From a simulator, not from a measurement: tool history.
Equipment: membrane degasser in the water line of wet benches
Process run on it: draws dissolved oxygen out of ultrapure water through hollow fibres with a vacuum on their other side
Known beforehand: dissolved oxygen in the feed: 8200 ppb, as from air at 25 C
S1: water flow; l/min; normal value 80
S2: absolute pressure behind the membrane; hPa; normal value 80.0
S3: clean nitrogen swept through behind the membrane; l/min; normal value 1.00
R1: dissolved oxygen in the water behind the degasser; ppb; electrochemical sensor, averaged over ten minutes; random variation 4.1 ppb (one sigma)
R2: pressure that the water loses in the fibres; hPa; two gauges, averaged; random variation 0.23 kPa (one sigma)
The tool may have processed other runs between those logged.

run 1 day=0.000 | S1=80 S2=80.0 S3=1.00 | R1=894.7 R2=681.4
run 2 day=5.204 | S1=50 S2=80.0 S3=1.00 | R1=492.0 R2=426.5
run 3 day=17.738 | S1=50 S2=80.0 S3=1.00 | R1=494.0 R2=424.6
run 4 day=25.821 | S1=50 S2=80.0 S3=1.00 | R1=491.5 R2=426.9
run 5 day=37.175 | S1=50 S2=80.0 S3=1.00 | R1=493.9 R2=428.1
run 6 day=42.983 | S1=50 S2=80.0 S3=1.00 | R1=486.8 R2=422.7
run 7 day=49.200 | S1=84 S2=80.0 S3=1.00 | R1=950.0 R2=713.5
run 8 day=54.971 | S1=80 S2=80.0 S3=1.00 | R1=881.6 R2=681.2
run 9 day=65.979 | S1=80 S2=80.0 S3=1.00 | R1=889.1 R2=682.3
run 10 day=72.321 | S1=80 S2=80.0 S3=1.00 | R1=877.8 R2=682.5
run 11 day=84.954 | S1=80 S2=55.2 S3=1.00 | R1=596.0 R2=682.9
run 12 day=91.262 | S1=80 S2=55.2 S3=1.00 | R1=596.9 R2=681.0
run 13 day=99.050 | S1=88 S2=55.2 S3=1.00 | R1=710.3 R2=749.0
run 14 day=109.429 | S1=88 S2=55.2 S3=1.00 | R1=703.0 R2=749.9
-- day=118.688 seals of the vacuum lines changed
run 15 day=118.688 | S1=113 S2=60.6 S3=1.22 | R1=1090.7 R2=961.8
-- day=121.967 gauge calibrated
run 16 day=124.221 | S1=113 S2=60.6 S3=1.22 | R1=1117.3 R2=966.3
run 17 day=135.225 | S1=87 S2=71.5 S3=0.88 | R1=944.2 R2=744.4
run 18 day=143.688 | S1=87 S2=71.5 S3=0.88 | R1=935.3 R2=739.4
-- day=144.725 vacuum gauge calibrated
run 19 day=153.879 | S1=84 S2=71.5 S3=0.88 | R1=896.3 R2=718.4
run 20 day=160.896 | S1=70 S2=57.4 S3=0.41 | R1=702.8 R2=598.7
run 21 day=168.917 | S1=49 S2=125.2 S3=1.00 | R1=852.7 R2=419.7
run 22 day=175.842 | S1=64 S2=125.2 S3=1.00 | R1=1085.8 R2=546.8
run 23 day=187.617 | S1=64 S2=125.2 S3=1.00 | R1=1082.1 R2=543.1
run 24 day=195.833 | S1=80 S2=92.1 S3=1.00 | R1=1008.2 R2=681.9

Each row is a separate what-if for the run after 24, all from the same tool condition, not one after another. Results?
run A day=206.642 | S1=80 S2=104.4 S3=1.00 | R1=? R2=?
run B day=206.642 | S1=121 S2=92.1 S3=1.00 | R1=? R2=?
run C day=206.642 | S1=80 S2=175.7 S3=2.26 | R1=? R2=?
run D day=206.642 | S1=95 S2=80.0 S3=1.00 | R1=? R2=?

run=A R1=1139.7 R2=678.8
run=B R1=1661.3 R2=1030.0
run=C R1=1180.7 R2=677.1
run=D R1=1107.6 R2=807.3
Stripped of hidden state, with their random variation kept, the same runs would have yielded:
run=A R1=1160.2 R2=678.4
run=B R1=1691.1 R2=1029.5
run=C R1=1202.0 R2=676.8
run=D R1=1127.3 R2=806.9
